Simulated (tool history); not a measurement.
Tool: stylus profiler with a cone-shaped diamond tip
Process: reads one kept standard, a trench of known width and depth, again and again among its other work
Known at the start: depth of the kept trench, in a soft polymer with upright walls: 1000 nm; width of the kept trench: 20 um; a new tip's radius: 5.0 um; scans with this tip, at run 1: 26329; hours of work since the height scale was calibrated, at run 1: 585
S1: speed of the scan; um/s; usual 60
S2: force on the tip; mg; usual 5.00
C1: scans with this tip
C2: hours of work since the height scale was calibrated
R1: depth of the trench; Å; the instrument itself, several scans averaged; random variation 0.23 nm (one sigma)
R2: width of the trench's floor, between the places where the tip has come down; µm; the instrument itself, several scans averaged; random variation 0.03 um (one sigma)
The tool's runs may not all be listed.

Run 1, hour 0.0: usual settings; C1 26329; C2 585. Result: R1 10184.7 Å, R2 9.29 µm.
Run 2, hour 94.0: usual settings; C1 27137; C2 646. Result: R1 10188.4 Å, R2 9.19 µm.
Run 3, hour 217.7: usual settings; C1 28202; C2 725. Result: R1 10194.5 Å, R2 9.05 µm.
Run 4, hour 300.1: usual settings but S1 57 um/s; C1 28910; C2 778. Result: R1 10196.8 Å, R2 8.98 µm.
Run 5, hour 408.5: usual settings but S1 57 um/s; C1 29843; C2 847. Result: R1 10200.0 Å, R2 8.90 µm.
Run 6, hour 477.4: usual settings but S1 57 um/s; C1 30435; C2 892. Result: R1 10196.1 Å, R2 8.69 µm.
At hour 488.0: new tip fitted, height scale calibrated.
Run 7, hour 589.6: usual settings but S2 2.54 mg; C1 875; C2 65. Result: R1 10101.6 Å, R2 13.67 µm.
Run 8, hour 704.9: usual settings; C1 1866; C2 139. Result: R1 10162.1 Å, R2 13.52 µm.
Run 9, hour 755.3: usual settings; C1 2300; C2 172. Result: R1 10161.1 Å, R2 13.42 µm.
Run 10, hour 832.7: usual settings; C1 2965; C2 221. Result: R1 10163.7 Å, R2 13.31 µm.
Run 11, hour 947.9: usual settings but S2 1.73 mg; C1 3956; C2 295. Result: R1 10086.7 Å, R2 13.04 µm.
Run 12, hour 1029.4: usual settings but S2 1.73 mg; C1 4657; C2 347. Result: R1 10091.4 Å, R2 12.85 µm.
Run 13, hour 1113.3: usual settings but S2 1.73 mg; C1 5379; C2 401. Result: R1 10094.0 Å, R2 12.72 µm.
Run 14, hour 1166.8: usual settings; C1 5839; C2 436. Result: R1 10176.5 Å, R2 12.75 µm.
Run 15, hour 1226.7: usual settings; C1 6354; C2 474. Result: R1 10175.9 Å, R2 12.58 µm.
Run 16, hour 1319.9: usual settings; C1 7156; C2 534. Result: R1 10182.0 Å, R2 12.44 µm.
Run 17, hour 1385.4: usual settings; C1 7719; C2 576. Result: R1 10183.4 Å, R2 12.35 µm.
Run 18, hour 1497.7: usual settings; C1 8685; C2 648. Result: R1 10187.9 Å, R2 12.09 µm.
Run 19, hour 1612.8: usual settings; C1 9675; C2 722. Result: R1 10189.4 Å, R2 11.93 µm.
Run 20, hour 1705.4: usual settings; C1 10472; C2 781. Result: R1 10193.4 Å, R2 11.83 µm.
Run 21, hour 1820.6: usual settings; C1 11462; C2 855. Result: R1 10198.2 Å, R2 11.65 µm.
Run 22, hour 1875.4: usual settings; C1 11934; C2 890. Result: R1 10197.7 Å, R2 11.53 µm.
Run 23, hour 1982.8: usual settings; C1 12857; C2 959. Result: R1 10200.0 Å, R2 11.44 µm.
Run 24, hour 2075.5: usual settings but S1 104 um/s, S2 6.24 mg; C1 13655; C2 1019. Result: R1 10227.5 Å, R2 11.27 µm.
Run 25, hour 2158.5: usual settings but S1 104 um/s, S2 6.24 mg; C1 14369; C2 1072. Result: R1 10231.7 Å, R2 11.17 µm.
Run 26, hour 2267.7: usual settings but S1 104 um/s, S2 6.24 mg; C1 15308; C2 1142. Result: R1 10238.6 Å, R2 11.05 µm.
Run 27, hour 2379.3: usual settings but S1 99 um/s, S2 14.12 mg; C1 16268; C2 1213. Result: R1 10372.3 Å, R2 10.96 µm.
Run 28, hour 2502.7: usual settings but S1 146 um/s, S2 4.20 mg; C1 17329; C2 1293. Result: R1 10199.1 Å, R2 10.60 µm.
Run 29, hour 2606.4: usual settings but S1 146 um/s, S2 4.20 mg; C1 18221; C2 1359. Result: R1 10202.2 Å, R2 10.47 µm.
At hour 2620.6: height scale calibrated on a step standard.
Run 30, hour 2673.1: usual settings but S1 110 um/s; C1 18791; C2 34. Result: R1 10149.5 Å, R2 10.54 µm.
Run 31, hour 2740.2: usual settings but S1 110 um/s, S2 3.62 mg; C1 19368; C2 77. Result: R1 10123.8 Å, R2 10.33 µm.
Run 32, hour 2797.9: usual settings but S1 167 um/s, S2 13.88 mg; C1 19864; C2 114. Result: R1 10303.8 Å, R2 10.32 µm.
Run 33, hour 2866.2: usual settings but S1 21 um/s; C1 20452; C2 158. Result: R1 10157.7 Å, R2 10.32 µm.
Run 34, hour 2943.8: usual settings but S1 21 um/s; C1 21119; C2 207. Result: R1 10161.3 Å, R2 10.26 µm.
Run 35, hour 3041.8: usual settings but S1 17 um/s, S2 1.93 mg; C1 21962; C2 270. Result: R1 10085.8 Å, R2 10.12 µm.
Run 36, hour 3142.6: usual settings but S1 45 um/s, S2 4.50 mg; C1 22829; C2 335. Result: R1 10156.0 Å, R2 9.93 µm.
Run 37, hour 3203.1: usual settings but S1 45 um/s, S2 4.50 mg; C1 23349; C2 374. Result: R1 10154.1 Å, R2 9.90 µm.
Run 38, hour 3278.9: usual settings but S1 45 um/s, S2 4.50 mg; C1 24001; C2 422. Result: R1 10158.8 Å, R2 9.73 µm.
Run 39, hour 3400.5: usual settings but S1 45 um/s, S2 4.50 mg; C1 25048; C2 500. Result: R1 10162.3 Å, R2 9.62 µm.
Run 40, hour 3523.5: usual settings but S1 29 um/s; C1 26105; C2 579. Result: R1 10179.4 Å, R2 9.46 µm.
Run 41, hour 3628.1: usual settings but S1 29 um/s; C1 27005; C2 646. Result: R1 10184.2 Å, R2 9.39 µm.
Run 42, hour 3683.9: usual settings but S1 32 um/s, S2 2.73 mg; C1 27485; C2 682. Result: R1 10130.3 Å, R2 9.31 µm.
Run 43, hour 3746.5: usual settings but S1 52 um/s, S2 10.29 mg; C1 28023; C2 722. Result: R1 10282.6 Å, R2 9.24 µm.
Run 44, hour 3871.6: usual settings but S1 53 um/s, S2 5.48 mg; C1 29099; C2 803. Result: R1 10198.6 Å, R2 9.10 µm.
Run 45, hour 3925.6: usual settings but S1 122 um/s, S2 2.26 mg; C1 29564; C2 837. Result: R1 10124.1 Å, R2 8.88 µm.
At hour 4041.5: new tip fitted, height scale calibrated.
Run 46, hour 4046.5: usual settings but S1 54 um/s, S2 5.46 mg; C1 42; C2 3. Result: R1 10164.8 Å, R2 13.90 µm.

Hidden state at the last listed run before each entry between runs and at the first one after, where it differs:
Between runs 6 and 7: new tip fitted, height scale calibrated (hour 488.0)
  radius of the tip, um: 16.06 -> 5.3; height scale over the true one, %: 0.444 -> 0.02
  measured less the result without the state, R1: +45.1 -> +2.0 Å; R2: -5.15 -> -0.20 µm
Between runs 29 and 30: height scale calibrated on a step standard (hour 2620.6)
  radius of the tip, um: 11.29 -> 11.49; height scale over the true one, %: 0.672 -> -0.044
  measured less the result without the state, R1: +68.1 -> -4.5 Å; R2: -3.28 -> -3.38 µm
Between runs 45 and 46: new tip fitted, height scale calibrated (hour 4041.5)
  radius of the tip, um: 15.33 -> 5.05; height scale over the true one, %: 0.361 -> -0.011
  measured less the result without the state, R1: +36.4 -> -1.1 Å; R2: -4.89 -> -0.03 µm
